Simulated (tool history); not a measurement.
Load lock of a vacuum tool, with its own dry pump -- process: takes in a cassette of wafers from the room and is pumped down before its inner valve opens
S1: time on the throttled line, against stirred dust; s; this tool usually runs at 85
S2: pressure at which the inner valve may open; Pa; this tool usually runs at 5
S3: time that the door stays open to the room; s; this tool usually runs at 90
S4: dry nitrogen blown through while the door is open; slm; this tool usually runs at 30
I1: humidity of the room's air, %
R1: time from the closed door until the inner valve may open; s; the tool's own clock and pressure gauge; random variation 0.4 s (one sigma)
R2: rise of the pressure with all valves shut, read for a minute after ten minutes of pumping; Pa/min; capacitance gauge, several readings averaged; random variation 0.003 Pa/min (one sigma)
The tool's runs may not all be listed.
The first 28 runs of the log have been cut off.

{"run": 29, "day": 108.758, "S1": 86, "S2": 8, "S3": 121, "S4": 15, "I1": 46.6, "R1": 134.0, "R2": 0.071}
{"run": 30, "day": 114.533, "S1": 86, "S2": 8, "S3": 121, "S4": 15, "I1": 43.6, "R1": 133.6, "R2": 0.069}
{"run": 31, "day": 120.354, "S1": 156, "S2": 5, "S3": 36, "S4": 7, "I1": 43.5, "R1": 196.4, "R2": 0.033}
{"run": 32, "day": 123.779, "S1": 122, "S2": 4, "S3": 34, "S4": 33, "I1": 43.9, "R1": 169.1, "R2": 0.018}
{"run": 33, "day": 126.717, "S1": 52, "S2": 7, "S3": 63, "S4": 10, "I1": 45.4, "R1": 106.0, "R2": 0.051}
{"run": 34, "day": 130.025, "S1": 80, "S2": 6, "S3": 34, "S4": 10, "I1": 42.3, "R1": 131.9, "R2": 0.031}
{"run": 35, "day": 135.4, "S1": 80, "S2": 6, "S3": 34, "S4": 10, "I1": 48.8, "R1": 130.7, "R2": 0.031}
{"run": 36, "day": 141.2, "S1": 85, "S2": 5, "S3": 90, "S4": 30, "I1": 45.6, "R1": 136.3, "R2": 0.038}
{"run": 37, "day": 145.338, "S1": 85, "S2": 8, "S3": 140, "S4": 32, "I1": 43.6, "R1": 133.1, "R2": 0.052}

Here are 3 independent what-if runs from the current tool condition. What would each one return?
{"run": "A", "day": 149.579, "S1": 85, "S2": 8, "S3": 226, "S4": 32, "I1": 41.6, "R1": "?", "R2": "?"}
{"run": "B", "day": 149.579, "S1": 161, "S2": 8, "S3": 179, "S4": 32, "I1": 44.7, "R1": "?", "R2": "?"}
{"run": "C", "day": 149.579, "S1": 85, "S2": 8, "S3": 144, "S4": 32, "I1": 46.5, "R1": "?", "R2": "?"}

run=A R1=133.4 R2=0.061
run=B R1=197.1 R2=0.060
run=C R1=133.4 R2=0.053
Had the tool no hidden state, the same runs would have come out as:
run=A R1=133.4 R2=0.059
run=B R1=197.1 R2=0.059
run=C R1=133.4 R2=0.051
